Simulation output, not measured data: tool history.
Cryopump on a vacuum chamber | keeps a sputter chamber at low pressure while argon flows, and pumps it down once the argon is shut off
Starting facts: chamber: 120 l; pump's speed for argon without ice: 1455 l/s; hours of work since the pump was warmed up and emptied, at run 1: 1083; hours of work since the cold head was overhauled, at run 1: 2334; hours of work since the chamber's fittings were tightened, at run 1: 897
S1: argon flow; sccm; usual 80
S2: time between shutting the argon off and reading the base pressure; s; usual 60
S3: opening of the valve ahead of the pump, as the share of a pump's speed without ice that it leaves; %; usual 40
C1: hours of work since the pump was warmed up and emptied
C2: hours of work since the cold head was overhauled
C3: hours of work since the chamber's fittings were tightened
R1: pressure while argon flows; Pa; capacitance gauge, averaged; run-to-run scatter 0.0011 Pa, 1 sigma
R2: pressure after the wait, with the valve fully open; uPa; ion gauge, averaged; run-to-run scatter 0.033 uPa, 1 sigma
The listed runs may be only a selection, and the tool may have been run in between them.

run 1 hour=0.0 | S1=80 S2=60 S3=40 | C1=1083 C2=2334 C3=897 | R1=0.2520 R2=3.21
run 2 hour=43.5 | S1=80 S2=60 S3=40 | C1=1121 C2=2372 C3=935 | R1=0.2537 R2=3.28
-- hour=63.8 pump warmed up, emptied and cooled again
run 3 hour=110.0 | S1=80 S2=56 S3=40 | C1=40 C2=2426 C3=989 | R1=0.2364 R2=3.18
-- hour=139.3 leaking fittings of the chamber tightened, without venting
run 4 hour=194.3 | S1=80 S2=56 S3=40 | C1=112 C2=2498 C3=48 | R1=0.2367 R2=2.01
run 5 hour=254.3 | S1=80 S2=60 S3=60 | C1=165 C2=2550 C3=100 | R1=0.1606 R2=1.95
run 6 hour=294.8 | S1=80 S2=60 S3=40 | C1=200 C2=2586 C3=136 | R1=0.2389 R2=2.01
run 7 hour=338.8 | S1=80 S2=60 S3=40 | C1=238 C2=2624 C3=174 | R1=0.2373 R2=2.10
run 8 hour=379.9 | S1=116 S2=60 S3=40 | C1=274 C2=2660 C3=210 | R1=0.3465 R2=2.19
run 9 hour=446.9 | S1=116 S2=60 S3=40 | C1=333 C2=2719 C3=269 | R1=0.3450 R2=2.26
run 10 hour=524.6 | S1=80 S2=60 S3=16 | C1=401 C2=2786 C3=337 | R1=0.5853 R2=2.32
run 11 hour=581.6 | S1=80 S2=60 S3=16 | C1=450 C2=2836 C3=386 | R1=0.5859 R2=2.41
run 12 hour=661.4 | S1=80 S2=60 S3=16 | C1=520 C2=2906 C3=456 | R1=0.5880 R2=2.48
run 13 hour=751.5 | S1=80 S2=60 S3=16 | C1=599 C2=2985 C3=535 | R1=0.5907 R2=2.73
run 14 hour=799.4 | S1=80 S2=60 S3=40 | C1=641 C2=3026 C3=576 | R1=0.2439 R2=2.72
run 15 hour=871.2 | S1=80 S2=60 S3=40 | C1=703 C2=3089 C3=639 | R1=0.2429 R2=2.87
run 16 hour=908.6 | S1=80 S2=60 S3=40 | C1=736 C2=3122 C3=672 | R1=0.2445 R2=2.99
run 17 hour=988.3 | S1=80 S2=60 S3=40 | C1=806 C2=3191 C3=741 | R1=0.2450 R2=3.08
run 18 hour=1029.3 | S1=47 S2=285 S3=47 | C1=841 C2=3227 C3=777 | R1=0.1246 R2=1.89
run 19 hour=1096.7 | S1=32 S2=60 S3=40 | C1=900 C2=3286 C3=836 | R1=0.0991 R2=3.21
run 20 hour=1139.7 | S1=77 S2=133 S3=21 | C1=938 C2=3324 C3=874 | R1=0.4411 R2=2.48
run 21 hour=1185.5 | S1=80 S2=60 S3=43 | C1=978 C2=3364 C3=914 | R1=0.2329 R2=3.44
run 22 hour=1246.5 | S1=80 S2=60 S3=43 | C1=1031 C2=3417 C3=967 | R1=0.2359 R2=3.51
-- hour=1299.5 leaking fittings of the chamber tightened, without venting
run 23 hour=1322.9 | S1=93 S2=60 S3=40 | C1=1096 C2=3482 C3=20 | R1=0.2920 R2=1.87
-- hour=1374.0 pump warmed up, emptied and cooled again
run 24 hour=1403.7 | S1=93 S2=50 S3=55 | C1=26 C2=3548 C3=87 | R1=0.2004 R2=2.34
run 25 hour=1454.1 | S1=64 S2=113 S3=17 | C1=70 C2=3592 C3=131 | R1=0.4422 R2=1.26
run 26 hour=1517.3 | S1=120 S2=60 S3=29 | C1=125 C2=3647 C3=186 | R1=0.4895 R2=2.05
run 27 hour=1583.8 | S1=94 S2=198 S3=47 | C1=183 C2=3705 C3=244 | R1=0.2382 R2=1.07
run 28 hour=1649.3 | S1=94 S2=198 S3=47 | C1=240 C2=3762 C3=301 | R1=0.2400 R2=1.22
run 29 hour=1688.9 | S1=90 S2=243 S3=17 | C1=275 C2=3797 C3=336 | R1=0.6243 R2=1.14
run 30 hour=1765.9 | S1=44 S2=160 S3=29 | C1=342 C2=3864 C3=403 | R1=0.1809 R2=1.52
run 31 hour=1823.1 | S1=68 S2=160 S3=54 | C1=392 C2=3914 C3=453 | R1=0.1547 R2=1.58
run 32 hour=1872.1 | S1=122 S2=85 S3=26 | C1=435 C2=3957 C3=496 | R1=0.5603 R2=2.14
run 33 hour=1960.7 | S1=122 S2=48 S3=26 | C1=512 C2=4034 C3=573 | R1=0.5620 R2=3.13
run 34 hour=2032.5 | S1=130 S2=60 S3=17 | C1=575 C2=4097 C3=636 | R1=0.9111 R2=2.91

3 ways to go on from here, each from the tool as it stands after run 34. What would each give?
run A hour=2082.7 | S1=130 S2=60 S3=54 | C1=619 C2=4141 C3=680 | R1=? R2=?
run B hour=2082.7 | S1=46 S2=60 S3=40 | C1=619 C2=4141 C3=680 | R1=? R2=?
run C hour=2082.7 | S1=130 S2=27 S3=24 | C1=619 C2=4141 C3=680 | R1=? R2=?

run=A R1=0.3001 R2=2.96
run=B R1=0.1415 R2=2.94
run=C R1=0.6541 R2=4.91
Without the tool's unlogged condition, the same runs would have read:
run=A R1=0.2795 R2=1.75
run=B R1=0.1342 R2=1.75
run=C R1=0.6333 R2=3.72

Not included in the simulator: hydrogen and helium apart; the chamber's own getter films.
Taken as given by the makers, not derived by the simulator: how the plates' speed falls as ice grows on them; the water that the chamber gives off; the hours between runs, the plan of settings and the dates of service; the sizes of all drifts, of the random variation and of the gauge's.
